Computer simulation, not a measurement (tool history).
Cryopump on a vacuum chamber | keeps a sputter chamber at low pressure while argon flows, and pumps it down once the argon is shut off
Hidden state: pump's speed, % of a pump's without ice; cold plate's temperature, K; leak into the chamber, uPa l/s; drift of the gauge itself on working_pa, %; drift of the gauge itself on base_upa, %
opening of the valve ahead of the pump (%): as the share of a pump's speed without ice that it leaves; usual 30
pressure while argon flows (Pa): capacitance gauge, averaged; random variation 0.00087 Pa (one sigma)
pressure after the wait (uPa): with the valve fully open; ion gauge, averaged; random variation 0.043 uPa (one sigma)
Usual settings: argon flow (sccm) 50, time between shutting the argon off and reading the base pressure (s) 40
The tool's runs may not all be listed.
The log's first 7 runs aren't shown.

run	hour	argon flow (sccm)	time between shutting the argon off and reading the base pressure (s)	opening of the valve ahead of the pump (%)	hours of work since the pump was warmed up and emptied	hours of work since the cold head was overhauled	hours of work since the chamber's fittings were tightened	pressure while argon flows (Pa)	pressure after the wait (uPa)
8	410.1	50	40	30	998	2201	3164	0.1960	5.48
9	491.3	50	40	30	1065	2268	3231	0.1971	5.50
10	582.4	50	40	30	1141	2344	3307	0.2002	5.73
# hour 602.2: pump warmed up, emptied and cooled again
11	648.6	50	40	30	38	2395	3358	0.1781	4.71
12	741.2	50	40	30	115	2471	3434	0.1798	4.69
13	790.2	50	40	30	156	2512	3475	0.1794	5.00
14	856.2	50	45	30	211	2567	3530	0.1808	4.81
15	908.6	50	45	30	254	2610	3573	0.1835	4.84
16	962.0	50	45	30	298	2655	3618	0.1840	4.86
# hour 1034.2: leaking fittings of the chamber tightened, without venting
17	1038.1	50	40	30	360	2716	3	0.1858	2.54
18	1078.3	50	40	30	393	2749	37	0.1858	2.62
19	1167.6	50	40	30	467	2824	111	0.1863	2.67
20	1257.7	31	94	41	542	2898	185	0.0863	1.43
21	1304.2	31	94	41	581	2937	224	0.0875	1.47
22	1394.2	31	94	41	655	3011	299	0.0882	1.51
23	1486.6	36	40	30	732	3088	375	0.1369	2.97
24	1533.8	28	33	36	771	3127	414	0.0917	3.47
25	1624.5	50	40	39	846	3202	490	0.1541	3.02
26	1688.5	50	40	39	899	3256	543	0.1548	3.21
27	1767.1	50	40	27	965	3321	608	0.2177	3.15
28	1812.0	50	40	27	1002	3358	645	0.2172	3.16
29	1872.2	79	76	27	1052	3408	695	0.3454	2.17

The next listed run, before its measurement:
30	1933.6	23	40	43	1103	3459	746	?	?

pressure while argon flows (Pa): 0.0689
pressure after the wait (uPa): 3.27
Without the tool's hidden state the same run would have given pressure while argon flows (Pa) 0.0575, pressure after the wait (uPa) 2.47.

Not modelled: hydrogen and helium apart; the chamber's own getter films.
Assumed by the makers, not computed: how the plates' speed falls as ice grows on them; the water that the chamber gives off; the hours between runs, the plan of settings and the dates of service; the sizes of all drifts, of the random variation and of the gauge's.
